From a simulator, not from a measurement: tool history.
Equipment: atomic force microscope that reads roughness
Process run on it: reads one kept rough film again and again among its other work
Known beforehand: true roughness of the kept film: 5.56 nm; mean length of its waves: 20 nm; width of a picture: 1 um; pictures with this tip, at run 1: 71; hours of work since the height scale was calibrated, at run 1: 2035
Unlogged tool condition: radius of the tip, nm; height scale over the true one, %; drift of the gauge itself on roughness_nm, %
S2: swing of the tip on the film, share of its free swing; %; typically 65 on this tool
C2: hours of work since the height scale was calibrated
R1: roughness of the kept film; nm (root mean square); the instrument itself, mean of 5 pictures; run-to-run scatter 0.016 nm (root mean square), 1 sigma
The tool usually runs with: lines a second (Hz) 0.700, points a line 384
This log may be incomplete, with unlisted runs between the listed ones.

run 1 hour=0.0 | lines_a_second_(Hz)=0.700 S2=65 points_a_line=384 | pictures_with_this_tip=71 C2=2035 | R1=2.980
run 2 hour=66.8 | lines_a_second_(Hz)=0.700 S2=65 points_a_line=384 | pictures_with_this_tip=180 C2=2083 | R1=2.219
-- hour=97.3 new tip fitted
run 3 hour=123.3 | lines_a_second_(Hz)=0.700 S2=58 points_a_line=384 | pictures_with_this_tip=43 C2=2124 | R1=3.230
run 4 hour=187.1 | lines_a_second_(Hz)=0.700 S2=58 points_a_line=384 | pictures_with_this_tip=148 C2=2169 | R1=2.411
-- hour=236.3 new tip fitted
run 5 hour=260.5 | lines_a_second_(Hz)=0.700 S2=58 points_a_line=384 | pictures_with_this_tip=39 C2=2222 | R1=3.463
run 6 hour=322.1 | lines_a_second_(Hz)=0.700 S2=58 points_a_line=384 | pictures_with_this_tip=140 C2=2266 | R1=2.500
-- hour=377.2 new tip fitted
run 7 hour=377.2 | lines_a_second_(Hz)=0.700 S2=58 points_a_line=384 | pictures_with_this_tip=0 C2=2305 | R1=3.984
run 8 hour=435.8 | lines_a_second_(Hz)=0.700 S2=65 points_a_line=384 | pictures_with_this_tip=96 C2=2347 | R1=2.838
run 9 hour=488.3 | lines_a_second_(Hz)=0.700 S2=65 points_a_line=384 | pictures_with_this_tip=182 C2=2385 | R1=2.251
-- hour=519.6 new tip fitted
run 10 hour=540.6 | lines_a_second_(Hz)=0.700 S2=65 points_a_line=384 | pictures_with_this_tip=35 C2=2422 | R1=3.425
-- hour=545.3 height scale calibrated on a step standard
run 11 hour=596.0 | lines_a_second_(Hz)=2.107 S2=65 points_a_line=384 | pictures_with_this_tip=124 C2=36 | R1=2.397
-- hour=659.3 new tip fitted
run 12 hour=670.0 | lines_a_second_(Hz)=2.107 S2=65 points_a_line=416 | pictures_with_this_tip=17 C2=89 | R1=3.429
run 13 hour=714.9 | lines_a_second_(Hz)=3.994 S2=65 points_a_line=384 | pictures_with_this_tip=91 C2=121 | R1=2.551
run 14 hour=781.8 | lines_a_second_(Hz)=3.994 S2=65 points_a_line=269 | pictures_with_this_tip=201 C2=169 | R1=1.863
-- hour=799.4 new tip fitted
run 15 hour=836.1 | lines_a_second_(Hz)=3.994 S2=65 points_a_line=269 | pictures_with_this_tip=60 C2=208 | R1=2.754
run 16 hour=884.4 | lines_a_second_(Hz)=1.086 S2=65 points_a_line=303 | pictures_with_this_tip=139 C2=243 | R1=2.345
run 17 hour=925.7 | lines_a_second_(Hz)=1.340 S2=65 points_a_line=303 | pictures_with_this_tip=207 C2=272 | R1=1.949
-- hour=942.5 new tip fitted
run 18 hour=971.2 | lines_a_second_(Hz)=1.340 S2=65 points_a_line=303 | pictures_with_this_tip=47 C2=304 | R1=3.154
run 19 hour=1011.6 | lines_a_second_(Hz)=1.503 S2=72 points_a_line=371 | pictures_with_this_tip=113 C2=333 | R1=2.472
run 20 hour=1061.7 | lines_a_second_(Hz)=1.503 S2=72 points_a_line=371 | pictures_with_this_tip=195 C2=369 | R1=2.008
-- hour=1083.3 new tip fitted
run 21 hour=1100.7 | lines_a_second_(Hz)=0.700 S2=65 points_a_line=868 | pictures_with_this_tip=28 C2=397 | R1=3.487
run 22 hour=1174.5 | lines_a_second_(Hz)=0.700 S2=65 points_a_line=1018 | pictures_with_this_tip=149 C2=450 | R1=2.410
-- hour=1222.9 new tip fitted
run 23 hour=1226.8 | lines_a_second_(Hz)=0.700 S2=58 points_a_line=833 | pictures_with_this_tip=6 C2=487 | R1=3.849
run 24 hour=1283.1 | lines_a_second_(Hz)=2.592 S2=65 points_a_line=438 | pictures_with_this_tip=98 C2=527 | R1=2.613
run 25 hour=1339.1 | lines_a_second_(Hz)=2.592 S2=65 points_a_line=438 | pictures_with_this_tip=190 C2=568 | R1=2.060
-- hour=1364.6 new tip fitted
run 26 hour=1401.0 | lines_a_second_(Hz)=2.465 S2=65 points_a_line=887 | pictures_with_this_tip=60 C2=612 | R1=2.974

Per-run results on a tool with no hidden state, each run keeping its own random variation:
run=1 R1=3.862
run=2 R1=3.878
run=3 R1=3.892
run=4 R1=3.899
run=5 R1=3.901
run=6 R1=3.903
run=7 R1=3.904
run=8 R1=3.898
run=9 R1=3.872
run=10 R1=3.870
run=11 R1=3.721
run=12 R1=3.742
run=13 R1=3.574
run=14 R1=3.510
run=15 R1=3.510
run=16 R1=3.794
run=17 R1=3.787
run=18 R1=3.784
run=19 R1=3.725
run=20 R1=3.734
run=21 R1=3.901
run=22 R1=3.929
run=23 R1=3.977
run=24 R1=3.735
run=25 R1=3.713
run=26 R1=3.769
